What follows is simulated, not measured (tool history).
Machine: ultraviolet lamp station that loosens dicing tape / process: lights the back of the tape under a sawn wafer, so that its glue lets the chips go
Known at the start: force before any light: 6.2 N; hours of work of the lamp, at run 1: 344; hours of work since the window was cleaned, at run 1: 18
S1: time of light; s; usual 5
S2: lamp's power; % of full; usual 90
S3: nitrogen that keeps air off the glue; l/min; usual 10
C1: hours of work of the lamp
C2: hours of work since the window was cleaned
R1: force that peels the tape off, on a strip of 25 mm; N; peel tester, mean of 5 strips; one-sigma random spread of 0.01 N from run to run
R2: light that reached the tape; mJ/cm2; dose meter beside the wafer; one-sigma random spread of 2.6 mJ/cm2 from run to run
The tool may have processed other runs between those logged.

Run 1, day 0.000: usual settings; C1 344; C2 18. Result: R1 0.589 N, R2 302 mJ/cm2.
Run 2, day 3.500: usual settings; C1 384; C2 58. Result: R1 0.611 N, R2 302 mJ/cm2.
Run 3, day 7.125: usual settings but S1 8 s; C1 425; C2 99. Result: R1 0.211 N, R2 478 mJ/cm2.
Run 4, day 9.462: usual settings but S1 8 s; C1 452; C2 126. Result: R1 0.194 N, R2 471 mJ/cm2.
Run 5, day 12.208: usual settings but S1 8 s; C1 483; C2 157. Result: R1 0.215 N, R2 461 mJ/cm2.
Run 6, day 13.917: usual settings but S1 8 s; C1 503; C2 176. Result: R1 0.213 N, R2 454 mJ/cm2.
Run 7, day 16.483: usual settings; C1 532; C2 206. Result: R1 0.702 N, R2 283 mJ/cm2.
Run 8, day 18.788: usual settings; C1 559; C2 232. Result: R1 0.705 N, R2 279 mJ/cm2.
Run 9, day 22.350: usual settings; C1 599; C2 273. Result: R1 0.743 N, R2 275 mJ/cm2.
Run 10, day 25.821: usual settings; C1 639; C2 312. Result: R1 0.747 N, R2 264 mJ/cm2.
Run 11, day 29.454: usual settings; C1 680; C2 354. Result: R1 0.807 N, R2 263 mJ/cm2.
At day 29.808: window cleaned of glue's vapour.
Run 12, day 32.383: usual settings; C1 714; C2 29. Result: R1 0.863 N, R2 255 mJ/cm2.
Run 13, day 34.862: usual settings; C1 742; C2 58. Result: R1 0.855 N, R2 251 mJ/cm2.
Run 14, day 36.917: usual settings but S1 3 s, S2 73 % of full, S3 5 l/min; C1 765; C2 81. Result: R1 2.720 N, R2 118 mJ/cm2.
Run 15, day 40.271: usual settings but S1 3 s, S2 73 % of full, S3 19 l/min; C1 804; C2 119. Result: R1 2.138 N, R2 119 mJ/cm2.
Run 16, day 42.875: usual settings but S1 3 s, S2 73 % of full, S3 19 l/min; C1 833; C2 149. Result: R1 2.141 N, R2 117 mJ/cm2.
At day 43.925: window cleaned of glue's vapour, once more.
Run 17, day 45.729: usual settings but S1 2 s, S2 64 % of full, S3 4 l/min; C1 866; C2 21. Result: R1 3.862 N, R2 75 mJ/cm2.
Run 18, day 47.404: usual settings but S1 2 s, S2 64 % of full, S3 4 l/min; C1 885; C2 40. Result: R1 3.761 N, R2 74 mJ/cm2.
Run 19, day 49.729: usual settings but S2 66 % of full, S3 8 l/min; C1 911; C2 66. Result: R1 1.576 N, R2 188 mJ/cm2.
Run 20, day 52.875: usual settings but S1 6 s, S2 79 % of full, S3 6 l/min; C1 947; C2 102. Result: R1 1.040 N, R2 256 mJ/cm2.
Run 21, day 55.217: usual settings but S1 2 s, S2 87 % of full, S3 3 l/min; C1 974; C2 129. Result: R1 3.617 N, R2 97 mJ/cm2.
Run 22, day 58.204: usual settings but S1 4 s, S2 83 % of full, S3 4 l/min; C1 1008; C2 163. Result: R1 2.227 N, R2 175 mJ/cm2.
Run 23, day 61.833: usual settings but S1 3 s, S2 63 % of full, S3 14 l/min; C1 1049; C2 204. Result: R1 2.634 N, R2 103 mJ/cm2.
Run 24, day 65.029: usual settings but S1 4 s, S2 61 % of full, S3 5 l/min; C1 1086; C2 241. Result: R1 2.654 N, R2 126 mJ/cm2.
Run 25, day 66.667: usual settings but S1 4 s, S2 87 % of full, S3 6 l/min; C1 1105; C2 260. Result: R1 1.852 N, R2 175 mJ/cm2.

Alternative continuations, all from the tool just after run 25; predict every row:
Run A, day 70.121: usual settings but S1 7 s, S2 75 % of full, S3 6 l/min; C1 1144; C2 299. Result: R1 ?, R2 ?.
Run B, day 70.121: usual settings but S3 15 l/min; C1 1144; C2 299. Result: R1 ?, R2 ?.
Run C, day 70.121: usual settings but S2 80 % of full; C1 1144; C2 299. Result: R1 ?, R2 ?.

run     R1   R2
  A  1.053  256
  B  0.953  221
  C  1.340  196
Had the tool no hidden state, the same runs would have come out as:
run     R1   R2
  A  0.423  399
  B  0.363  346
  C  0.585  308
